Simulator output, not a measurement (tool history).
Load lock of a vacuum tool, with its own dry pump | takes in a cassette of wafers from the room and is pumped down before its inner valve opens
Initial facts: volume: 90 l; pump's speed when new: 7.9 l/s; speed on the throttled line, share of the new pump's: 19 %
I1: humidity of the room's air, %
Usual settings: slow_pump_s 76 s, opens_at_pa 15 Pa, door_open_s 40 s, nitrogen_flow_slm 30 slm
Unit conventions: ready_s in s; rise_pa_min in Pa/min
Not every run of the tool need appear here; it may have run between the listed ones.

run 1 hour=0 | slow_pump_s=76 opens_at_pa=15 door_open_s=40 nitrogen_flow_slm=30 | I1=47.7 | ready_s=163.2 rise_pa_min=0.164
run 2 hour=116.5 | slow_pump_s=76 opens_at_pa=15 door_open_s=40 nitrogen_flow_slm=30 | I1=47.5 | ready_s=163.2 rise_pa_min=0.17
run 3 hour=275.6 | slow_pump_s=76 opens_at_pa=15 door_open_s=40 nitrogen_flow_slm=30 | I1=45.5 | ready_s=161.7 rise_pa_min=0.166
run 4 hour=433.6 | slow_pump_s=76 opens_at_pa=15 door_open_s=40 nitrogen_flow_slm=30 | I1=44 | ready_s=161.7 rise_pa_min=0.179
run 5 hour=542.3 | slow_pump_s=76 opens_at_pa=15 door_open_s=40 nitrogen_flow_slm=30 | I1=45.1 | ready_s=161.2 rise_pa_min=0.187
run 6 hour=652.5 | slow_pump_s=76 opens_at_pa=15 door_open_s=40 nitrogen_flow_slm=30 | I1=42.4 | ready_s=162.5 rise_pa_min=0.188
run 7 hour=786.2 | slow_pump_s=76 opens_at_pa=15 door_open_s=40 nitrogen_flow_slm=20 | I1=41.3 | ready_s=162.1 rise_pa_min=0.204
run 8 hour=957.9 | slow_pump_s=76 opens_at_pa=15 door_open_s=40 nitrogen_flow_slm=20 | I1=44.3 | ready_s=163.3 rise_pa_min=0.217
run 9 hour=1081.9 | slow_pump_s=76 opens_at_pa=15 door_open_s=40 nitrogen_flow_slm=20 | I1=46.9 | ready_s=163.1 rise_pa_min=0.221
run 10 hour=1195.2 | slow_pump_s=76 opens_at_pa=15 door_open_s=40 nitrogen_flow_slm=20 | I1=46.6 | ready_s=162.9 rise_pa_min=0.226
run 11 hour=1358 | slow_pump_s=76 opens_at_pa=15 door_open_s=40 nitrogen_flow_slm=20 | I1=45.7 | ready_s=162.5 rise_pa_min=0.226
run 12 hour=1464.9 | slow_pump_s=76 opens_at_pa=15 door_open_s=40 nitrogen_flow_slm=30 | I1=45 | ready_s=161.7 rise_pa_min=0.243
run 13 hour=1652.2 | slow_pump_s=76 opens_at_pa=15 door_open_s=40 nitrogen_flow_slm=30 | I1=47.2 | ready_s=161.6 rise_pa_min=0.251
run 14 hour=1842.9 | slow_pump_s=76 opens_at_pa=15 door_open_s=40 nitrogen_flow_slm=30 | I1=45.9 | ready_s=163.6 rise_pa_min=0.259
run 15 hour=1970.6 | slow_pump_s=76 opens_at_pa=15 door_open_s=40 nitrogen_flow_slm=30 | I1=42.7 | ready_s=162.5 rise_pa_min=0.269
run 16 hour=2175.5 | slow_pump_s=76 opens_at_pa=15 door_open_s=40 nitrogen_flow_slm=30 | I1=44 | ready_s=163.1 rise_pa_min=0.277
run 17 hour=2286.8 | slow_pump_s=76 opens_at_pa=15 door_open_s=40 nitrogen_flow_slm=30 | I1=49.4 | ready_s=162.7 rise_pa_min=0.295
run 18 hour=2488.4 | slow_pump_s=76 opens_at_pa=15 door_open_s=40 nitrogen_flow_slm=30 | I1=43.5 | ready_s=164.5 rise_pa_min=0.301
run 19 hour=2650 | slow_pump_s=40 opens_at_pa=15 door_open_s=40 nitrogen_flow_slm=30 | I1=42.1 | ready_s=134.6 rise_pa_min=0.318
run 20 hour=2743.5 | slow_pump_s=99 opens_at_pa=17 door_open_s=40 nitrogen_flow_slm=30 | I1=45.3 | ready_s=181.5 rise_pa_min=0.316
run 21 hour=2889.3 | slow_pump_s=126 opens_at_pa=24 door_open_s=40 nitrogen_flow_slm=32 | I1=43.5 | ready_s=196.6 rise_pa_min=0.334
run 22 hour=3047.8 | slow_pump_s=126 opens_at_pa=24 door_open_s=40 nitrogen_flow_slm=32 | I1=44.1 | ready_s=199.3 rise_pa_min=0.34
run 23 hour=3162 | slow_pump_s=144 opens_at_pa=17 door_open_s=118 nitrogen_flow_slm=4 | I1=47.8 | ready_s=217.6 rise_pa_min=0.381
run 24 hour=3274.5 | slow_pump_s=39 opens_at_pa=15 door_open_s=50 nitrogen_flow_slm=30 | I1=41.1 | ready_s=135.4 rise_pa_min=0.359
run 25 hour=3398.2 | slow_pump_s=76 opens_at_pa=18 door_open_s=33 nitrogen_flow_slm=8 | I1=44 | ready_s=163.1 rise_pa_min=0.374
run 26 hour=3523.9 | slow_pump_s=76 opens_at_pa=20 door_open_s=33 nitrogen_flow_slm=25 | I1=47.4 | ready_s=160.9 rise_pa_min=0.379
run 27 hour=3680.9 | slow_pump_s=76 opens_at_pa=10 door_open_s=46 nitrogen_flow_slm=30 | I1=45.5 | ready_s=168.3 rise_pa_min=0.395
run 28 hour=3881.1 | slow_pump_s=76 opens_at_pa=10 door_open_s=46 nitrogen_flow_slm=30 | I1=45.1 | ready_s=170.1 rise_pa_min=0.397
run 29 hour=4082.6 | slow_pump_s=76 opens_at_pa=10 door_open_s=46 nitrogen_flow_slm=30 | I1=42.4 | ready_s=168.4 rise_pa_min=0.422
run 30 hour=4262.4 | slow_pump_s=76 opens_at_pa=15 door_open_s=40 nitrogen_flow_slm=8 | I1=44.7 | ready_s=164.3 rise_pa_min=0.428
run 31 hour=4348.9 | slow_pump_s=76 opens_at_pa=15 door_open_s=40 nitrogen_flow_slm=8 | I1=40.8 | ready_s=165.4 rise_pa_min=0.449
run 32 hour=4541.3 | slow_pump_s=76 opens_at_pa=15 door_open_s=40 nitrogen_flow_slm=8 | I1=42.9 | ready_s=164.3 rise_pa_min=0.456
run 33 hour=4640.1 | slow_pump_s=76 opens_at_pa=16 door_open_s=64 nitrogen_flow_slm=9 | I1=45.7 | ready_s=163.8 rise_pa_min=0.469
run 34 hour=4819.3 | slow_pump_s=76 opens_at_pa=16 door_open_s=222 nitrogen_flow_slm=7 | I1=42 | ready_s=163.9 rise_pa_min=0.496
-- hour=4960.7 door's seal changed, seat wiped
run 35 hour=5023 | slow_pump_s=76 opens_at_pa=16 door_open_s=222 nitrogen_flow_slm=7 | I1=43.9 | ready_s=163 rise_pa_min=0.04
run 36 hour=5178.6 | slow_pump_s=76 opens_at_pa=15 door_open_s=221 nitrogen_flow_slm=14 | I1=43.1 | ready_s=163.5 rise_pa_min=0.036

5 ways to go on from here, each from the tool as it stands after run 36. What would each give?
run A hour=5354.4 | slow_pump_s=62 opens_at_pa=15 door_open_s=71 nitrogen_flow_slm=14 | I1=43.3 | ready_s=? rise_pa_min=?
run B hour=5354.4 | slow_pump_s=76 opens_at_pa=15 door_open_s=117 nitrogen_flow_slm=42 | I1=49.2 | ready_s=? rise_pa_min=?
run C hour=5354.4 | slow_pump_s=68 opens_at_pa=18 door_open_s=221 nitrogen_flow_slm=16 | I1=47 | ready_s=? rise_pa_min=?
run D hour=5354.4 | slow_pump_s=76 opens_at_pa=15 door_open_s=36 nitrogen_flow_slm=30 | I1=41.9 | ready_s=? rise_pa_min=?
run E hour=5354.4 | slow_pump_s=76 opens_at_pa=26 door_open_s=40 nitrogen_flow_slm=30 | I1=46.7 | ready_s=? rise_pa_min=?

run=A ready_s=154.5 rise_pa_min=0.021
run=B ready_s=165.3 rise_pa_min=0.018
run=C ready_s=155.9 rise_pa_min=0.036
run=D ready_s=164.7 rise_pa_min=0.016
run=E ready_s=157.2 rise_pa_min=0.016
Without the tool's hidden state the same runs would have given:
run=A ready_s=151.2 rise_pa_min=0.015
run=B ready_s=162.1 rise_pa_min=0.013
run=C ready_s=152.8 rise_pa_min=0.03
run=D ready_s=161.5 rise_pa_min=0.01
run=E ready_s=154.3 rise_pa_min=0.01
